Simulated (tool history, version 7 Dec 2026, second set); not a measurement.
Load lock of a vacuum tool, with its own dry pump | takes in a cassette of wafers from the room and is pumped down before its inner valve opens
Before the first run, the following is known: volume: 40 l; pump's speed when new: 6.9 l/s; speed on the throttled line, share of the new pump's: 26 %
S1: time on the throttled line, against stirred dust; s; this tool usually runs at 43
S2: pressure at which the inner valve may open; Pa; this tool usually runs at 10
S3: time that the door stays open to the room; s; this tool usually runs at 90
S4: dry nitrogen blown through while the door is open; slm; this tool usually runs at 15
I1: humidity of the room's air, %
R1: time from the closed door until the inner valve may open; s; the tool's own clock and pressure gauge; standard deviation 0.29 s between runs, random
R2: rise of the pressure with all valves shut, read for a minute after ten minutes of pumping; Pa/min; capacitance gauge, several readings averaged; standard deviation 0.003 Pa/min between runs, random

{"run": 1, "hour": 0.0, "S1": 43, "S2": 10, "S3": 90, "S4": 15, "I1": 44, "R1": 86, "R2": 0.029}
{"run": 2, "hour": 158.9, "S1": 43, "S2": 10, "S3": 90, "S4": 15, "I1": 42.1, "R1": 86, "R2": 0.028}
{"run": 3, "hour": 351.0, "S1": 43, "S2": 10, "S3": 90, "S4": 15, "I1": 41.1, "R1": 85.7, "R2": 0.026}
{"run": 4, "hour": 492.5, "S1": 43, "S2": 10, "S3": 90, "S4": 15, "I1": 42.8, "R1": 85.8, "R2": 0.024}
{"run": 5, "hour": 658.5, "S1": 43, "S2": 10, "S3": 90, "S4": 15, "I1": 42.8, "R1": 85.8, "R2": 0.028}
{"hour": 678.6, "done": "door's seal changed, seat wiped"}
{"run": 6, "hour": 807.8, "S1": 43, "S2": 10, "S3": 90, "S4": 15, "I1": 43.5, "R1": 85.8, "R2": 0.028}
{"run": 7, "hour": 954.3, "S1": 43, "S2": 10, "S3": 90, "S4": 15, "I1": 43.9, "R1": 86.1, "R2": 0.025}
{"run": 8, "hour": 1074.2, "S1": 43, "S2": 10, "S3": 90, "S4": 15, "I1": 48, "R1": 85.7, "R2": 0.026}
{"run": 9, "hour": 1270.2, "S1": 43, "S2": 10, "S3": 90, "S4": 5, "I1": 46.9, "R1": 85.6, "R2": 0.041}
{"run": 10, "hour": 1352.1, "S1": 43, "S2": 10, "S3": 90, "S4": 5, "I1": 44.1, "R1": 85.8, "R2": 0.032}
{"run": 11, "hour": 1434.2, "S1": 43, "S2": 10, "S3": 90, "S4": 6, "I1": 43.3, "R1": 85.5, "R2": 0.031}
{"run": 12, "hour": 1559.9, "S1": 43, "S2": 12, "S3": 154, "S4": 15, "I1": 41, "R1": 84.6, "R2": 0.031}
{"run": 13, "hour": 1648.1, "S1": 81, "S2": 12, "S3": 154, "S4": 15, "I1": 41.2, "R1": 112.8, "R2": 0.038}
{"run": 14, "hour": 1764.3, "S1": 43, "S2": 20, "S3": 66, "S4": 31, "I1": 45.4, "R1": 81.4, "R2": 0.014}
{"run": 15, "hour": 1869.6, "S1": 22, "S2": 13, "S3": 90, "S4": 12, "I1": 47, "R1": 68.5, "R2": 0.032}
{"run": 16, "hour": 1953.3, "S1": 69, "S2": 10, "S3": 157, "S4": 36, "I1": 45, "R1": 105.1, "R2": 0.024}
{"run": 17, "hour": 2060.2, "S1": 69, "S2": 10, "S3": 157, "S4": 36, "I1": 43.2, "R1": 104.7, "R2": 0.022}
{"run": 18, "hour": 2214.6, "S1": 69, "S2": 10, "S3": 157, "S4": 36, "I1": 45.9, "R1": 105.2, "R2": 0.02}
{"run": 19, "hour": 2392.6, "S1": 77, "S2": 10, "S3": 157, "S4": 36, "I1": 47, "R1": 111.4, "R2": 0.027}
{"run": 20, "hour": 2581.5, "S1": 25, "S2": 8, "S3": 228, "S4": 15, "I1": 44.9, "R1": 73.7, "R2": 0.049}
{"run": 21, "hour": 2712.0, "S1": 25, "S2": 8, "S3": 228, "S4": 15, "I1": 44.3, "R1": 73.9, "R2": 0.049}
{"run": 22, "hour": 2845.7, "S1": 23, "S2": 12, "S3": 56, "S4": 14, "I1": 47.2, "R1": 70.1, "R2": 0.021}

Below are 5 alternative next runs, each starting from the tool's condition after run 22. Predict each:
{"run": "A", "hour": 3001.5, "S1": 33, "S2": 12, "S3": 101, "S4": 4, "I1": 44.9, "R1": "?", "R2": "?"}
{"run": "B", "hour": 3001.5, "S1": 23, "S2": 11, "S3": 27, "S4": 14, "I1": 44.2, "R1": "?", "R2": "?"}
{"run": "C", "hour": 3001.5, "S1": 43, "S2": 10, "S3": 43, "S4": 4, "I1": 46, "R1": "?", "R2": "?"}
{"run": "D", "hour": 3001.5, "S1": 79, "S2": 12, "S3": 56, "S4": 14, "I1": 46.1, "R1": "?", "R2": "?"}
{"run": "E", "hour": 3001.5, "S1": 43, "S2": 12, "S3": 44, "S4": 15, "I1": 48.4, "R1": "?", "R2": "?"}

run=A R1=77.2 R2=0.037
run=B R1=70.8 R2=0.005
run=C R1=86.2 R2=0.019
run=D R1=111.4 R2=0.023
run=E R1=84.6 R2=0.018
What these runs would have given with no unlogged condition in the tool:
run=A R1=77.1 R2=0.037
run=B R1=70.7 R2=0.005
run=C R1=86.1 R2=0.019
run=D R1=111.3 R2=0.023
run=E R1=84.6 R2=0.017
